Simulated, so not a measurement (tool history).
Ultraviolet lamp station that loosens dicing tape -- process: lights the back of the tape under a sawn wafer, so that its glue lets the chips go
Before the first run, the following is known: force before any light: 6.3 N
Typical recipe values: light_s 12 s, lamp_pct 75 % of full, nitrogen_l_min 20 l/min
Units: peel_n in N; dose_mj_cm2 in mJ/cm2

{"run": 1, "hour": 0.0, "light_s": 12, "lamp_pct": 75, "nitrogen_l_min": 20, "peel_n": 0.43, "dose_mj_cm2": 316}
{"run": 2, "hour": 40.1, "light_s": 12, "lamp_pct": 75, "nitrogen_l_min": 20, "peel_n": 0.429, "dose_mj_cm2": 309}
{"run": 3, "hour": 87.3, "light_s": 12, "lamp_pct": 75, "nitrogen_l_min": 10, "peel_n": 0.7, "dose_mj_cm2": 303}
{"run": 4, "hour": 153.4, "light_s": 12, "lamp_pct": 75, "nitrogen_l_min": 20, "peel_n": 0.488, "dose_mj_cm2": 296}
{"run": 5, "hour": 190.4, "light_s": 12, "lamp_pct": 75, "nitrogen_l_min": 20, "peel_n": 0.512, "dose_mj_cm2": 292}
{"run": 6, "hour": 234.7, "light_s": 10, "lamp_pct": 75, "nitrogen_l_min": 20, "peel_n": 0.781, "dose_mj_cm2": 240}
{"run": 7, "hour": 306.6, "light_s": 10, "lamp_pct": 75, "nitrogen_l_min": 20, "peel_n": 0.803, "dose_mj_cm2": 232}
{"hour": 339.7, "done": "window cleaned of glue's vapour"}
{"run": 8, "hour": 346.9, "light_s": 10, "lamp_pct": 75, "nitrogen_l_min": 20, "peel_n": 0.624, "dose_mj_cm2": 262}
{"run": 9, "hour": 418.8, "light_s": 10, "lamp_pct": 95, "nitrogen_l_min": 20, "peel_n": 0.398, "dose_mj_cm2": 320}
{"run": 10, "hour": 461.4, "light_s": 10, "lamp_pct": 95, "nitrogen_l_min": 20, "peel_n": 0.409, "dose_mj_cm2": 318}
{"run": 11, "hour": 498.2, "light_s": 10, "lamp_pct": 95, "nitrogen_l_min": 20, "peel_n": 0.426, "dose_mj_cm2": 309}
{"run": 12, "hour": 560.6, "light_s": 10, "lamp_pct": 95, "nitrogen_l_min": 20, "peel_n": 0.454, "dose_mj_cm2": 308}
{"run": 13, "hour": 610.1, "light_s": 12, "lamp_pct": 75, "nitrogen_l_min": 10, "peel_n": 0.837, "dose_mj_cm2": 282}
{"run": 14, "hour": 671.9, "light_s": 12, "lamp_pct": 75, "nitrogen_l_min": 20, "peel_n": 0.563, "dose_mj_cm2": 273}
{"run": 15, "hour": 720.1, "light_s": 12, "lamp_pct": 75, "nitrogen_l_min": 20, "peel_n": 0.598, "dose_mj_cm2": 268}
{"run": 16, "hour": 773.8, "light_s": 12, "lamp_pct": 75, "nitrogen_l_min": 20, "peel_n": 0.656, "dose_mj_cm2": 261}
{"run": 17, "hour": 828.5, "light_s": 12, "lamp_pct": 75, "nitrogen_l_min": 12, "peel_n": 0.876, "dose_mj_cm2": 255}
{"hour": 867.8, "done": "lamp changed"}
{"run": 18, "hour": 902.7, "light_s": 12, "lamp_pct": 75, "nitrogen_l_min": 12, "peel_n": 0.464, "dose_mj_cm2": 340}
{"run": 19, "hour": 934.4, "light_s": 12, "lamp_pct": 75, "nitrogen_l_min": 20, "peel_n": 0.335, "dose_mj_cm2": 342}
{"run": 20, "hour": 968.0, "light_s": 12, "lamp_pct": 75, "nitrogen_l_min": 20, "peel_n": 0.35, "dose_mj_cm2": 335}
{"run": 21, "hour": 1017.4, "light_s": 12, "lamp_pct": 75, "nitrogen_l_min": 20, "peel_n": 0.385, "dose_mj_cm2": 333}
{"run": 22, "hour": 1085.8, "light_s": 21, "lamp_pct": 68, "nitrogen_l_min": 18, "peel_n": 0.12, "dose_mj_cm2": 509}
{"run": 23, "hour": 1156.3, "light_s": 6, "lamp_pct": 81, "nitrogen_l_min": 22, "peel_n": 1.405, "dose_mj_cm2": 172}
{"hour": 1224.4, "done": "window cleaned of glue's vapour"}
{"run": 24, "hour": 1224.7, "light_s": 12, "lamp_pct": 69, "nitrogen_l_min": 9, "peel_n": 0.64, "dose_mj_cm2": 326}
{"run": 25, "hour": 1290.1, "light_s": 17, "lamp_pct": 71, "nitrogen_l_min": 7, "peel_n": 0.32, "dose_mj_cm2": 459}
{"run": 26, "hour": 1356.7, "light_s": 20, "lamp_pct": 75, "nitrogen_l_min": 20, "peel_n": 0.085, "dose_mj_cm2": 554}
{"run": 27, "hour": 1405.7, "light_s": 14, "lamp_pct": 87, "nitrogen_l_min": 20, "peel_n": 0.175, "dose_mj_cm2": 441}
{"run": 28, "hour": 1462.9, "light_s": 23, "lamp_pct": 96, "nitrogen_l_min": 21, "peel_n": 0.052, "dose_mj_cm2": 777}
{"run": 29, "hour": 1501.9, "light_s": 23, "lamp_pct": 96, "nitrogen_l_min": 21, "peel_n": 0.066, "dose_mj_cm2": 770}
{"run": 30, "hour": 1540.0, "light_s": 23, "lamp_pct": 96, "nitrogen_l_min": 21, "peel_n": 0.056, "dose_mj_cm2": 758}
{"run": 31, "hour": 1575.1, "light_s": 8, "lamp_pct": 74, "nitrogen_l_min": 23, "peel_n": 1.027, "dose_mj_cm2": 201}
{"run": 32, "hour": 1621.7, "light_s": 8, "lamp_pct": 76, "nitrogen_l_min": 12, "peel_n": 1.323, "dose_mj_cm2": 202}
{"run": 33, "hour": 1673.0, "light_s": 8, "lamp_pct": 71, "nitrogen_l_min": 7, "peel_n": 1.868, "dose_mj_cm2": 183}
{"run": 34, "hour": 1711.1, "light_s": 8, "lamp_pct": 71, "nitrogen_l_min": 8, "peel_n": 1.774, "dose_mj_cm2": 178}
{"run": 35, "hour": 1763.3, "light_s": 18, "lamp_pct": 71, "nitrogen_l_min": 8, "peel_n": 0.417, "dose_mj_cm2": 399}
{"run": 36, "hour": 1822.0, "light_s": 18, "lamp_pct": 71, "nitrogen_l_min": 8, "peel_n": 0.46, "dose_mj_cm2": 390}
{"run": 37, "hour": 1889.4, "light_s": 18, "lamp_pct": 71, "nitrogen_l_min": 8, "peel_n": 0.489, "dose_mj_cm2": 381}
{"run": 38, "hour": 1955.3, "light_s": 14, "lamp_pct": 65, "nitrogen_l_min": 8, "peel_n": 1.083, "dose_mj_cm2": 265}
{"run": 39, "hour": 2014.4, "light_s": 14, "lamp_pct": 75, "nitrogen_l_min": 7, "peel_n": 0.884, "dose_mj_cm2": 293}
{"run": 40, "hour": 2054.2, "light_s": 8, "lamp_pct": 61, "nitrogen_l_min": 7, "peel_n": 2.55, "dose_mj_cm2": 132}
{"hour": 2107.1, "done": "window cleaned of glue's vapour"}
{"run": 41, "hour": 2116.2, "light_s": 16, "lamp_pct": 63, "nitrogen_l_min": 7, "peel_n": 0.81, "dose_mj_cm2": 316}
{"run": 42, "hour": 2176.4, "light_s": 11, "lamp_pct": 75, "nitrogen_l_min": 12, "peel_n": 0.892, "dose_mj_cm2": 254}

Branching from run 42: 4 alternative next runs. What would each branch give?
{"run": "A", "hour": 2211.0, "light_s": 13, "lamp_pct": 75, "nitrogen_l_min": 20, "peel_n": "?", "dose_mj_cm2": "?"}
{"run": "B", "hour": 2211.0, "light_s": 20, "lamp_pct": 75, "nitrogen_l_min": 12, "peel_n": "?", "dose_mj_cm2": "?"}
{"run": "C", "hour": 2211.0, "light_s": 11, "lamp_pct": 97, "nitrogen_l_min": 12, "peel_n": "?", "dose_mj_cm2": "?"}
{"run": "D", "hour": 2211.0, "light_s": 12, "lamp_pct": 84, "nitrogen_l_min": 20, "peel_n": "?", "dose_mj_cm2": "?"}

run=A peel_n=0.505 dose_mj_cm2=291
run=B peel_n=0.215 dose_mj_cm2=452
run=C peel_n=0.547 dose_mj_cm2=321
run=D peel_n=0.448 dose_mj_cm2=302
Take away the tool's hidden state, keep each run's random variation, and the runs would have read:
run=A peel_n=0.201 dose_mj_cm2=413
run=B peel_n=0.082 dose_mj_cm2=641
run=C peel_n=0.225 dose_mj_cm2=456
run=D peel_n=0.176 dose_mj_cm2=429
